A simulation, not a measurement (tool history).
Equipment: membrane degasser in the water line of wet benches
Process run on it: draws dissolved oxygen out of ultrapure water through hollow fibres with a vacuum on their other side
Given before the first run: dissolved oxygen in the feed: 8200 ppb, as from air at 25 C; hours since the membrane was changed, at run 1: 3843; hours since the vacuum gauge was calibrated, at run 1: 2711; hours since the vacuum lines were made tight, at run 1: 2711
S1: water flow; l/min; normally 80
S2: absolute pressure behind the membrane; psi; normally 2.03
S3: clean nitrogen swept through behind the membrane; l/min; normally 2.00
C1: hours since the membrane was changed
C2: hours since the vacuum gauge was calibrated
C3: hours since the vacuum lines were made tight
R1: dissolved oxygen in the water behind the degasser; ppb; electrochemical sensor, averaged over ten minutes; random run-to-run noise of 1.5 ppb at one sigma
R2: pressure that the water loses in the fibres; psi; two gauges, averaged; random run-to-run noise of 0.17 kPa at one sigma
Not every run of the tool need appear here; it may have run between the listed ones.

Run 1, hour 0.0: usual settings; C1 3843; C2 2711; C3 2711. Result: R1 806.2 ppb, R2 3.877 psi.
Run 2, hour 184.1: usual settings; C1 4027; C2 2895; C3 2895. Result: R1 803.3 ppb, R2 3.864 psi.
Run 3, hour 312.7: usual settings; C1 4156; C2 3023; C3 3023. Result: R1 804.3 ppb, R2 3.888 psi.
Run 4, hour 543.0: usual settings but S3 5.48 l/min; C1 4386; C2 3253; C3 3253. Result: R1 357.1 ppb, R2 3.852 psi.
Run 5, hour 692.1: usual settings but S1 65 l/min; C1 4535; C2 3403; C3 3403. Result: R1 682.9 ppb, R2 3.104 psi.
Run 6, hour 808.9: usual settings but S1 65 l/min; C1 4652; C2 3519; C3 3519. Result: R1 683.9 ppb, R2 3.168 psi.
Run 7, hour 1052.5: usual settings but S1 65 l/min; C1 4896; C2 3763; C3 3763. Result: R1 682.7 ppb, R2 3.092 psi.
Run 8, hour 1163.5: usual settings but S1 111 l/min, S3 1.58 l/min; C1 5007; C2 3874; C3 3874. Result: R1 1189.8 ppb, R2 5.365 psi.
At hour 1301.6: seals of the vacuum lines changed.
Run 9, hour 1313.1: usual settings but S2 1.41 psi, S3 2.93 l/min; C1 5154; C2 4022; C3 11. Result: R1 372.2 ppb, R2 3.858 psi.
At hour 1459.1: vacuum gauge calibrated.
Run 10, hour 1521.2: usual settings but S1 68 l/min, S2 4.80 psi, S3 2.88 l/min; C1 5362; C2 62; C3 219. Result: R1 1324.1 ppb, R2 3.272 psi.

Here are 5 independent what-if runs from the current tool condition. What would each one return?
Run A, hour 1764.4: usual settings but S2 2.20 psi; C1 5605; C2 305; C3 462. Result: R1 ?, R2 ?.
Run B, hour 1764.4: usual settings but S1 68 l/min, S2 3.70 psi, S3 2.88 l/min; C1 5605; C2 305; C3 462. Result: R1 ?, R2 ?.
Run C, hour 1764.4: usual settings but S1 86 l/min, S2 4.15 psi; C1 5605; C2 305; C3 462. Result: R1 ?, R2 ?.
Run D, hour 1764.4: usual settings but S1 65 l/min, S2 3.83 psi, S3 2.40 l/min; C1 5605; C2 305; C3 462. Result: R1 ?, R2 ?.
Run E, hour 1764.4: usual settings but S1 60 l/min, S2 1.41 psi, S3 1.08 l/min; C1 5605; C2 305; C3 462. Result: R1 ?, R2 ?.

run      R1     R2
  A   880.6  3.868
  B  1023.9  3.276
  C  1777.9  4.213
  D  1179.5  3.130
  E   633.8  2.891
With no hidden state in the tool, these same runs would have given:
run      R1     R2
  A   884.3  3.861
  B  1028.1  3.269
  C  1785.3  4.205
  D  1184.5  3.123
  E   636.6  2.885
